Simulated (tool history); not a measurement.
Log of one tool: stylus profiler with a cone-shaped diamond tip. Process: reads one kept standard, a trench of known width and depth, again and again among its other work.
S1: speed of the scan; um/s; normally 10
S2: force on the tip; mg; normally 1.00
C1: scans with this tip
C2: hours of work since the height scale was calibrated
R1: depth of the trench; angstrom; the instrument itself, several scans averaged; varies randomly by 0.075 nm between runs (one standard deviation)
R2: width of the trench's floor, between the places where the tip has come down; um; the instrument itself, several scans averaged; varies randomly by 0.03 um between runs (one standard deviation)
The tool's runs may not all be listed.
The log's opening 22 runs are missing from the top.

run	day	S1	S2	C1	C2	R1	R2
23	80.396	10	1.00	12754	1556	2001.8	97.63
24	84.642	10	1.12	13320	1625	2002.3	97.57
25	88.654	14	2.90	13854	1690	2014.5	97.63
26	91.954	14	2.90	14293	1744	2015.1	97.61
27	94.562	12	0.65	14641	1786	1997.8	97.58
28	98.842	12	0.65	15211	1856	1995.2	97.60
29	103.288	3	0.44	15803	1928	1992.7	97.57
30	108.629	3	0.44	16514	2015	1991.6	97.53
# day 109.079: height scale calibrated on a step standard
31	110.888	15	1.00	16811	29	2012.8	97.46
32	114.125	10	0.43	17243	82	2006.4	97.45
33	117.325	10	1.16	17669	134	2012.1	97.56
34	120.233	4	0.63	18056	181	2006.1	97.48
35	124.712	4	0.63	18652	254	2005.9	97.45
36	128.279	2	1.47	19127	312	2014.3	97.51
37	130.775	10	0.59	19460	352	2006.5	97.38
38	134.854	10	0.59	20003	419	2005.6	97.39
39	138.071	9	0.81	20431	471	2006.4	97.39
40	141.596	9	0.81	20900	528	2007.2	97.36
41	146.650	6	0.83	21574	610	2007.5	97.35
42	149.212	6	0.83	21915	652	2005.3	97.36
43	152.046	6	0.83	22292	698	2005.5	97.32
44	155.871	6	0.83	22801	760	2005.6	97.33
# day 156.950: new tip fitted, height scale calibrated
45	160.521	2	2.02	475	58	2021.2	98.21
46	164.958	2	2.02	1066	130	2020.4	98.14

Consider 3 possible next runs. They are alternatives, not a sequence: every one starts from the tool as it was left by run 46. What does each give?
A	169.158	11	1.60	1625	198	?	?
B	169.158	3	2.39	1625	198	?	?
C	169.158	18	1.00	1625	198	?	?

run	R1	R2
A	2016.5	98.16
B	2022.3	98.17
C	2012.5	98.10
Take away the tool's hidden state, keep each run's random variation, and the runs would have read:
run	R1	R2
A	2018.2	98.24
B	2024.0	98.24
C	2014.1	98.18

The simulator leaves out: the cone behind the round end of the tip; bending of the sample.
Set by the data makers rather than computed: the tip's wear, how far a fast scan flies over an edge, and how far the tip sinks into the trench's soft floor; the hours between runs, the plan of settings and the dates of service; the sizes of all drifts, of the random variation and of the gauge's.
